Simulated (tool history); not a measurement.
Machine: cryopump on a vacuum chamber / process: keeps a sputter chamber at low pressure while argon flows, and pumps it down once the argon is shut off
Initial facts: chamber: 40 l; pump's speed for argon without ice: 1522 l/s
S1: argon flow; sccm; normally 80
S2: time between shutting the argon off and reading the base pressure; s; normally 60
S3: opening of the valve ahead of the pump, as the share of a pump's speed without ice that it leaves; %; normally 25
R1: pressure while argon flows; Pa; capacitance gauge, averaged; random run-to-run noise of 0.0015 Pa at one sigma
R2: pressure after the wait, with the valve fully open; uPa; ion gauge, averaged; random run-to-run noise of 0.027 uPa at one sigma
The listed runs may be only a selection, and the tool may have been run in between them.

run	hour	S1	S2	S3	R1	R2
1	0	80	60	25	0.3693	1.75
2	17.5	80	60	25	0.3635	1.82
3	30.1	80	60	25	0.3668	1.8
4	41.2	80	60	25	0.367	1.8
5	62	80	60	25	0.3663	1.79
6	73.2	80	60	25	0.3682	1.81
7	85.5	80	60	25	0.3707	1.84
8	102.9	80	60	25	0.3661	1.83
9	125.1	80	60	25	0.3659	1.85
10	144.9	80	60	25	0.3709	1.83
11	160.4	114	32	51	0.2683	2.75
12	178.4	74	32	53	0.1687	2.8
13	188.6	56	114	25	0.2602	1.4
14	211.5	72	120	53	0.1653	1.42
15	230.6	80	60	59	0.1656	1.88
16	243.7	80	60	59	0.1672	1.94
17	253.5	80	60	59	0.1672	1.99
18	263.6	80	60	59	0.1678	1.89

Alternative continuations, all from the tool just after run 18; predict every row:
A	279.5	152	262	25	?	?
B	279.5	80	225	25	?	?
C	279.5	132	212	29	?	?
D	279.5	83	22	59	?	?
E	279.5	89	60	25	?	?

run	R1	R2
A	0.7059	1.16
B	0.3725	1.2
C	0.5332	1.23
D	0.1735	3.67
E	0.4125	1.89
Stripped of hidden state, with their random variation kept, the same runs would have yielded:
run	R1	R2
A	0.6738	0.41
B	0.3556	0.44
C	0.5053	0.47
D	0.1559	2.89
E	0.3937	1.12
